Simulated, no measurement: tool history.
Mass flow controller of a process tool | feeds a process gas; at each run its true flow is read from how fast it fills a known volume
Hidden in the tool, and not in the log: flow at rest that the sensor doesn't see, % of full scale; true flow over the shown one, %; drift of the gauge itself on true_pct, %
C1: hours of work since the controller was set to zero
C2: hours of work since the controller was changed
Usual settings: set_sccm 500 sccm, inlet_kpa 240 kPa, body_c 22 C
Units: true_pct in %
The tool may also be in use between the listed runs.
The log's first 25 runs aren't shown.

run 26 hour=4912.8 | set_sccm=462 inlet_kpa=150 body_c=22 | C1=1154 C2=5301 | true_pct=101.38
run 27 hour=5109.8 | set_sccm=462 inlet_kpa=150 body_c=31 | C1=1220 C2=5367 | true_pct=100.92
run 28 hour=5288.3 | set_sccm=500 inlet_kpa=268 body_c=22 | C1=1279 C2=5426 | true_pct=101.68
run 29 hour=5562.4 | set_sccm=500 inlet_kpa=195 body_c=37 | C1=1371 C2=5518 | true_pct=101.01
run 30 hour=5723.5 | set_sccm=113 inlet_kpa=262 body_c=35 | C1=1424 C2=5571 | true_pct=99.78
run 31 hour=5886.2 | set_sccm=113 inlet_kpa=262 body_c=35 | C1=1479 C2=5626 | true_pct=99.86
run 32 hour=6076.8 | set_sccm=113 inlet_kpa=262 body_c=35 | C1=1542 C2=5689 | true_pct=99.87
run 33 hour=6241.7 | set_sccm=500 inlet_kpa=152 body_c=22 | C1=1597 C2=5744 | true_pct=101.51
run 34 hour=6453.1 | set_sccm=108 inlet_kpa=157 body_c=22 | C1=1668 C2=5815 | true_pct=99.83
run 35 hour=6655.1 | set_sccm=500 inlet_kpa=159 body_c=31 | C1=1735 C2=5882 | true_pct=101.26
run 36 hour=6808.6 | set_sccm=357 inlet_kpa=261 body_c=25 | C1=1787 C2=5934 | true_pct=101.41

3 ways to go on from here, each from the tool as it stands after run 36. What would each give?
run A hour=7068.1 | set_sccm=278 inlet_kpa=240 body_c=36 | C1=1873 C2=6020 | true_pct=?
run B hour=7068.1 | set_sccm=327 inlet_kpa=240 body_c=22 | C1=1873 C2=6020 | true_pct=?
run C hour=7068.1 | set_sccm=675 inlet_kpa=261 body_c=31 | C1=1873 C2=6020 | true_pct=?

run=A true_pct=100.74
run=B true_pct=101.60
run=C true_pct=101.86
Without the tool's hidden state the same runs would have given:
run=A true_pct=99.09
run=B true_pct=99.84
run=C true_pct=99.78
